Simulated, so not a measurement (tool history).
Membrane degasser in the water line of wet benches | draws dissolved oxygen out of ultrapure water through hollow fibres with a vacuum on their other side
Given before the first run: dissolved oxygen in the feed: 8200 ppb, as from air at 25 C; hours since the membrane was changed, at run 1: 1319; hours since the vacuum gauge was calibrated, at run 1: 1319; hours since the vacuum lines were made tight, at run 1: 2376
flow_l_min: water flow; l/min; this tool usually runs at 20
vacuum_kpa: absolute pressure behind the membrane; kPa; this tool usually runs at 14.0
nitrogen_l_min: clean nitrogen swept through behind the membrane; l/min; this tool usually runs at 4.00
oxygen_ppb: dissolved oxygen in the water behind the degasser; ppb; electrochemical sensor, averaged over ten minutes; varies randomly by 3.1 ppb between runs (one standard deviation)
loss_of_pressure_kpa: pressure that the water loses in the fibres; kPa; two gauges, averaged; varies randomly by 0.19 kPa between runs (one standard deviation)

| run | hour | flow_l_min | vacuum_kpa | nitrogen_l_min | hours since the membrane was changed | hours since the vacuum gauge was calibrated | hours since the vacuum lines were made tight | oxygen_ppb | loss_of_pressure_kpa |
|---|---|---|---|---|---|---|---|---|---|
| 1 | 0.0 | 20 | 14.0 | 4.00 | 1319 | 1319 | 2376 | 312.5 | 38.96 |
| 2 | 335.9 | 20 | 10.3 | 4.00 | 1655 | 1655 | 2712 | 272.9 | 38.65 |
| 3 | 598.6 | 20 | 10.3 | 4.00 | 1918 | 1918 | 2975 | 273.8 | 38.51 |
| 4 | 864.8 | 20 | 14.0 | 4.00 | 2184 | 2184 | 3241 | 315.3 | 38.47 |
| 5 | 1059.8 | 20 | 14.0 | 4.00 | 2379 | 2379 | 3436 | 314.0 | 38.90 |
| 6 | 1207.6 | 20 | 14.0 | 4.00 | 2527 | 2527 | 3584 | 318.5 | 38.73 |
| 7 | 1531.7 | 20 | 14.0 | 2.86 | 2851 | 2851 | 3908 | 371.5 | 38.77 |
| 8 | 1701.9 | 20 | 14.0 | 2.86 | 3021 | 3021 | 4078 | 368.9 | 38.81 |
| 9 | 1860.6 | 20 | 14.0 | 2.86 | 3180 | 3180 | 4237 | 363.9 | 39.02 |
| 10 | 2169.9 | 20 | 14.0 | 2.86 | 3489 | 3489 | 4546 | 369.2 | 38.85 |
| 11 | 2323.5 | 20 | 14.0 | 2.86 | 3642 | 3642 | 4700 | 361.4 | 39.28 |
| 12 | 2544.1 | 20 | 14.0 | 4.00 | 3863 | 3863 | 4920 | 321.0 | 38.77 |
| 13 | 2869.0 | 20 | 14.0 | 4.00 | 4188 | 4188 | 5245 | 320.3 | 38.79 |
| 14 | 3085.6 | 20 | 11.7 | 4.00 | 4404 | 4404 | 5462 | 292.5 | 39.14 |
| 15 | 3375.6 | 25 | 14.0 | 4.00 | 4694 | 4694 | 5752 | 456.0 | 48.86 |
| 16 | 3623.7 | 25 | 14.0 | 4.00 | 4943 | 4943 | 6000 | 449.7 | 48.67 |
| 17 | 3841.0 | 20 | 24.4 | 6.60 | 5160 | 5160 | 6217 | 354.4 | 39.31 |
| 18 | 4139.3 | 30 | 8.8 | 1.79 | 5458 | 5458 | 6516 | 600.9 | 58.66 |
| 19 | 4365.3 | 23 | 14.0 | 3.60 | 5684 | 5684 | 6742 | 420.1 | 44.84 |
| 20 | 4561.0 | 23 | 14.0 | 3.60 | 5880 | 5880 | 6937 | 423.5 | 45.03 |
| 21 | 4818.1 | 12 | 9.1 | 1.82 | 6137 | 6137 | 7195 | 163.9 | 23.71 |
| 22 | 5022.3 | 17 | 23.6 | 1.82 | 6341 | 6341 | 7399 | 590.3 | 33.47 |
| 23 | 5268.4 | 17 | 23.6 | 1.82 | 6587 | 6587 | 7645 | 551.0 | 33.86 |
| 24 | 5482.4 | 17 | 11.9 | 4.12 | 6801 | 6801 | 7859 | 234.7 | 33.56 |
|  | 5610.4 | seals of the vacuum lines changed |
| 25 | 5813.6 | 17 | 11.9 | 4.12 | 7130 | 7130 | 203 | 233.0 | 33.52 |
| 26 | 6086.7 | 17 | 11.9 | 4.12 | 7404 | 7404 | 476 | 237.8 | 33.66 |
| 27 | 6237.0 | 17 | 11.9 | 4.12 | 7554 | 7554 | 627 | 233.3 | 33.34 |
| 28 | 6561.7 | 17 | 11.9 | 4.12 | 7879 | 7879 | 951 | 235.3 | 33.57 |
| 29 | 6829.5 | 18 | 14.0 | 3.90 | 8146 | 8146 | 1219 | 288.8 | 36.09 |
|  | 6974.0 | vacuum gauge calibrated |
| 30 | 7101.8 | 24 | 12.9 | 6.24 | 8418 | 128 | 1491 | 377.7 | 47.46 |
| 31 | 7237.5 | 18 | 22.4 | 4.00 | 8554 | 264 | 1627 | 369.5 | 35.53 |
| 32 | 7386.4 | 17 | 34.7 | 11.68 | 8703 | 412 | 1776 | 261.6 | 33.96 |

Across each entry between runs, compare the hidden state at the last listed run before it with the hidden state at the first listed run after it:
Between runs 24 and 25: seals of the vacuum lines changed (hour 5610.4)
  membrane still open, %: 97.6 -> 97.4; true pressure behind the membrane over the reading, kPa: 0.21 -> 0.22; air that leaks in behind the membrane, l/min: 0.0083 -> 0.0026
  the result without the hidden state subtracted from the measured one, oxygen_ppb: +16.9 -> +16.7 ppb; loss_of_pressure_kpa: +0.82 -> +0.86 kPa
Between runs 29 and 30: vacuum gauge calibrated (hour 6974.0)
  membrane still open, %: 97.1 -> 97; true pressure behind the membrane over the reading, kPa: 0.26 -> 0.01; air that leaks in behind the membrane, l/min: 0.0035 -> 0.0038
  the result without the hidden state subtracted from the measured one, oxygen_ppb: +21.4 -> +28.8 ppb; loss_of_pressure_kpa: +1.06 -> +1.45 kPa
